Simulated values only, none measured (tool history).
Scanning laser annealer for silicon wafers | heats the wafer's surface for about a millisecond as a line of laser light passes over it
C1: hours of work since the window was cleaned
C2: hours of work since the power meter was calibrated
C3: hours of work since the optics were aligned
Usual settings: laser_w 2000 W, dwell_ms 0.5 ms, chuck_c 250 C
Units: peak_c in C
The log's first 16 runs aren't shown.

Run 17, hour 342.4: usual settings; C1 473; C2 441; C3 121. Result: peak_c 944 C.
Run 18, hour 366.8: usual settings but chuck_c 265 C; C1 491; C2 459; C3 140. Result: peak_c 957 C.
Run 19, hour 381.3: usual settings but chuck_c 265 C; C1 502; C2 470; C3 151. Result: peak_c 958 C.
Run 20, hour 408.4: usual settings but chuck_c 242 C; C1 522; C2 490; C3 171. Result: peak_c 935 C.
Run 21, hour 435: usual settings but laser_w 2048 W, dwell_ms 0.501 ms, chuck_c 266 C; C1 542; C2 510; C3 191. Result: peak_c 979 C.
Run 22, hour 453.1: usual settings but laser_w 2170 W, dwell_ms 0.495 ms, chuck_c 266 C; C1 556; C2 524; C3 205. Result: peak_c 1022 C.
Run 23, hour 482.5: usual settings but chuck_c 270 C; C1 578; C2 546; C3 227. Result: peak_c 960 C.
Run 24, hour 505.5: usual settings but dwell_ms 0.385 ms, chuck_c 238 C; C1 595; C2 563; C3 244. Result: peak_c 831 C.
Run 25, hour 518.8: usual settings but laser_w 1872 W, dwell_ms 0.419 ms, chuck_c 286 C; C1 605; C2 573; C3 254. Result: peak_c 863 C.
Run 26, hour 541.4: usual settings but chuck_c 277 C; C1 622; C2 590; C3 271. Result: peak_c 967 C.
Run 27, hour 567.2: usual settings but laser_w 1758 W, dwell_ms 0.379 ms, chuck_c 220 C; C1 641; C2 609; C3 290. Result: peak_c 720 C.
Run 28, hour 584.8: usual settings but laser_w 2124 W, dwell_ms 0.585 ms, chuck_c 239 C; C1 655; C2 623; C3 303. Result: peak_c 1045 C.
Run 29, hour 612.4: usual settings but laser_w 2169 W, dwell_ms 0.382 ms, chuck_c 232 C; C1 675; C2 643; C3 324. Result: peak_c 881 C.
Run 30, hour 641.7: usual settings but laser_w 1934 W, dwell_ms 0.524 ms, chuck_c 267 C; C1 697; C2 665; C3 346. Result: peak_c 944 C.
Run 31, hour 659.9: usual settings but laser_w 1934 W, dwell_ms 0.524 ms, chuck_c 267 C; C1 711; C2 679; C3 360. Result: peak_c 939 C.
Run 32, hour 684.2: usual settings but laser_w 1763 W, dwell_ms 0.421 ms, chuck_c 235 C; C1 729; C2 697; C3 378. Result: peak_c 765 C.
Run 33, hour 698.7: usual settings but laser_w 1763 W, dwell_ms 0.421 ms, chuck_c 235 C; C1 740; C2 708; C3 389. Result: peak_c 765 C.
At hour 714.2: window over the wafer cleaned.
Run 34, hour 714.8: usual settings but laser_w 1763 W, dwell_ms 0.421 ms, chuck_c 245 C; C1 0; C2 719; C3 399. Result: peak_c 806 C.
Run 35, hour 737.8: usual settings but dwell_ms 0.479 ms; C1 18; C2 736; C3 417. Result: peak_c 949 C.
Run 36, hour 762.1: usual settings but laser_w 1810 W, dwell_ms 0.547 ms, chuck_c 287 C; C1 36; C2 754; C3 435. Result: peak_c 952 C.
Run 37, hour 786.7: usual settings but laser_w 2191 W, dwell_ms 0.538 ms, chuck_c 214 C; C1 54; C2 773; C3 453. Result: peak_c 1044 C.
Run 38, hour 814.7: usual settings but laser_w 1854 W, dwell_ms 0.538 ms, chuck_c 214 C; C1 75; C2 794; C3 474. Result: peak_c 893 C.
Run 39, hour 837.1: usual settings but laser_w 1960 W, dwell_ms 0.423 ms, chuck_c 270 C; C1 92; C2 810; C3 491. Result: peak_c 901 C.
Run 40, hour 859.7: usual settings but laser_w 1960 W, dwell_ms 0.423 ms, chuck_c 270 C; C1 109; C2 827; C3 508. Result: peak_c 903 C.

Forecast each of these 4 alternatives for the next run:
Run A, hour 883.8: usual settings but laser_w 2125 W, dwell_ms 0.602 ms, chuck_c 251 C; C1 127; C2 845; C3 526. Result: peak_c ?.
Run B, hour 883.8: usual settings but laser_w 1951 W, dwell_ms 0.609 ms, chuck_c 279 C; C1 127; C2 845; C3 526. Result: peak_c ?.
Run C, hour 883.8: usual settings but laser_w 1960 W, dwell_ms 0.423 ms, chuck_c 282 C; C1 127; C2 845; C3 526. Result: peak_c ?.
Run D, hour 883.8: usual settings but laser_w 1960 W, dwell_ms 0.553 ms, chuck_c 270 C; C1 127; C2 845; C3 526. Result: peak_c ?.

run  peak_c
  A    1099
  B    1049
  C     915
  D    1005
Without the tool's hidden state the same runs would have given:
run  peak_c
  A    1109
  B    1057
  C     922
  D    1014
